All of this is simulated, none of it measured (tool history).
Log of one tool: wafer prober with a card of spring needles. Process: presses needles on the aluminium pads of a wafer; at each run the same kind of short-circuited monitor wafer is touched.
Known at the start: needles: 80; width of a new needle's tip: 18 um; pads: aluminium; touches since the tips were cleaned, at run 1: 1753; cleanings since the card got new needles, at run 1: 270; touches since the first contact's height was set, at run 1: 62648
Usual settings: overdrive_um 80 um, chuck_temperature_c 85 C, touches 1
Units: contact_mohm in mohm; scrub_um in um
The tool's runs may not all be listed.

run    hour  overdrive_um  chuck_temperature_c  touches  touches since the tips were cleaned  cleanings since the card got new needles  touches since the first contact's height was set  contact_mohm  scrub_um
  1       0            80                   85        1                                 1753                                       270                                             62648           307     19.23
        7.9  -- tips cleaned on abrasive film
       21.1  -- tips cleaned on abrasive film
       31.6  -- tips cleaned on abrasive film
       42.2  -- tips cleaned on abrasive film
  2    49.3            80                   85        1                                 4254                                       274                                             91887           349     19.18
       52.2  -- height of the first contact set anew
       54.9  -- tips cleaned on abrasive film
       68.1  -- tips cleaned on abrasive film
       81.2  -- tips cleaned on abrasive film
  3    86.4            80                   42        1                                 3078                                       277                                             20253           336      19.3
       94.3  -- tips cleaned on abrasive film
      104.8  -- tips cleaned on abrasive film
      115.4  -- tips cleaned on abrasive film
      128.5  -- tips cleaned on abrasive film
      139.1  -- tips cleaned on abrasive film
  4   144.7            80                   42        1                                 3340                                       282                                             54822           325     19.24
        150  -- tips cleaned on abrasive film
      160.5  -- tips cleaned on abrasive film
      173.7  -- tips cleaned on abrasive film
      186.8  -- tips cleaned on abrasive film
        200  -- tips cleaned on abrasive film
  5   206.3            80                   85        1                                 3743                                       287                                             91356           367     19.17
      209.2  -- height of the first contact set anew
      211.9  -- tips cleaned on abrasive film
      222.4  -- tips cleaned on abrasive film
      235.6  -- tips cleaned on abrasive film
      248.7  -- tips cleaned on abrasive film
      261.9  -- tips cleaned on abrasive film
        275  -- tips cleaned on abrasive film
  6   282.4            80                   85        1                                 4368                                       293                                             43404           381     19.25
      287.7  -- tips cleaned on abrasive film
      298.2  -- tips cleaned on abrasive film
      311.4  -- tips cleaned on abrasive film
      321.9  -- tips cleaned on abrasive film
      332.5  -- tips cleaned on abrasive film
      345.6  -- tips cleaned on abrasive film
      358.8  -- tips cleaned on abrasive film
  7   360.1            80                   85        1                                  811                                       300                                             89495           276     19.18
      368.3  -- height of the first contact set anew
        371  -- tips cleaned on abrasive film
      384.1  -- tips cleaned on abrasive film
      394.7  -- tips cleaned on abrasive film
      407.8  -- tips cleaned on abrasive film
        421  -- tips cleaned on abrasive film
      431.5  -- tips cleaned on abrasive film
  8     438            80                   85        1                                 3874                                       306                                             41347           366     19.25
      443.3  -- tips cleaned on abrasive film
      453.9  -- tips cleaned on abrasive film
      464.4  -- tips cleaned on abrasive film
      477.6  -- tips cleaned on abrasive film
      488.1  -- tips cleaned on abrasive film
      501.3  -- tips cleaned on abrasive film
      514.4  -- tips cleaned on abrasive film
  9   521.3            80                   85        1                                 4122                                       313                                             90749           363     19.18
      526.6  -- tips cleaned on abrasive film
      526.9  -- height of the first contact set anew
      537.5  -- tips cleaned on abrasive film
        548  -- tips cleaned on abrasive film
      561.2  -- tips cleaned on abrasive film
      574.3  -- tips cleaned on abrasive film
 10   583.5            80                   85        1                                 5473                                       318                                             33579           390     19.28
      586.2  -- tips cleaned on abrasive film
      596.7  -- tips cleaned on abrasive film
      609.9  -- tips cleaned on abrasive film
      620.4  -- tips cleaned on abrasive film
 11     624            80                   85        1                                 2151                                       322                                             57589           320     19.24
        632  -- tips cleaned on abrasive film
      645.1  -- tips cleaned on abrasive film
      655.7  -- tips cleaned on abrasive film
      666.2  -- tips cleaned on abrasive film
      676.7  -- tips cleaned on abrasive film
      684.9  -- height of the first contact set anew
      690.2  -- tips cleaned on abrasive film
 12   691.1            80                   85        1                                  520                                       328                                              3643           267     19.29
      701.6  -- tips cleaned on abrasive film
      714.8  -- tips cleaned on abrasive film
      725.3  -- tips cleaned on abrasive film
      738.5  -- tips cleaned on abrasive film
      751.6  -- tips cleaned on abrasive film
      764.8  -- tips cleaned on abrasive film
      775.3  -- tips cleaned on abrasive film
 13   778.7            80                   85        1                                 2002                                       335                                             55610           321     19.21
      786.6  -- tips cleaned on abrasive film
      797.1  -- tips cleaned on abrasive film
      807.7  -- tips cleaned on abrasive film
      819.7  -- card fitted with new needles
      832.8  -- tips cleaned on abrasive film
 14   835.9            80                   85        1                                 1816                                         1                                              9623           278     19.32
      843.8  -- tips cleaned on abrasive film
      854.4  -- tips cleaned on abrasive film
      867.5  -- tips cleaned on abrasive film
      880.7  -- tips cleaned on abrasive film
      891.2  -- tips cleaned on abrasive film
      904.4  -- tips cleaned on abrasive film
 15   914.7            80                   85        2                                 6170                                         7                                             56393           297     19.26
      917.4  -- tips cleaned on abrasive film
      930.5  -- tips cleaned on abrasive film
      941.1  -- tips cleaned on abrasive film
      954.2  -- tips cleaned on abrasive film
      964.8  -- tips cleaned on abrasive film
      977.9  -- tips cleaned on abrasive film
      978.2  -- height of the first contact set anew
      988.8  -- tips cleaned on abrasive film
 16   989.4            80                   39        2                                  359                                        14                                              6605           227      19.3
      999.9  -- tips cleaned on abrasive film
     1013.1  -- tips cleaned on abrasive film
     1023.6  -- tips cleaned on abrasive film
     1034.2  -- tips cleaned on abrasive film
 17  1039.9            80                  121        1                                 3448                                        18                                             36600           319     19.25
     1045.3  -- tips cleaned on abrasive film
     1058.4  -- tips cleaned on abrasive film
       1069  -- tips cleaned on abrasive film
     1079.5  -- tips cleaned on abrasive film
 18  1083.8            80                   85        2                                 2589                                        22                                             62611           265     19.21
     1091.8  -- tips cleaned on abrasive film
     1104.9  -- tips cleaned on abrasive film
     1115.5  -- tips cleaned on abrasive film
 19  1125.8            80                   85        2                                 6165                                        25                                             87512           302     19.19
     1128.5  -- tips cleaned on abrasive film
     1136.6  -- height of the first contact set anew
     1139.3  -- tips cleaned on abrasive film
     1152.5  -- tips cleaned on abrasive film
       1163  -- tips cleaned on abrasive film
 20    1167            80                   85        2                                 2353                                        29                                             17967           274     19.29
     1174.9  -- tips cleaned on abrasive film
     1185.4  -- tips cleaned on abrasive film
     1198.6  -- tips cleaned on abrasive film
     1211.7  -- tips cleaned on abrasive film
     1224.9  -- tips cleaned on abrasive film
 21  1232.3            67                   85        2                                 4410                                        34                                             56727           320     16.08

Run 22 comes next. What will it give?
     1237.6  -- tips cleaned on abrasive film
     1250.8  -- tips cleaned on abrasive film
     1261.3  -- tips cleaned on abrasive film
     1274.4  -- tips cleaned on abrasive film
     1287.6  -- tips cleaned on abrasive film
     1295.7  -- height of the first contact set anew
     1301.1  -- tips cleaned on abrasive film
 22  1305.2            80                  102        2                                 2448                                        40                                              5572             ?         ?

contact_mohm: 276 mohm
scrub_um: 19.3 um
Without the tool's hidden state the same run would have given contact_mohm 234 mohm, scrub_um 19.31 um.
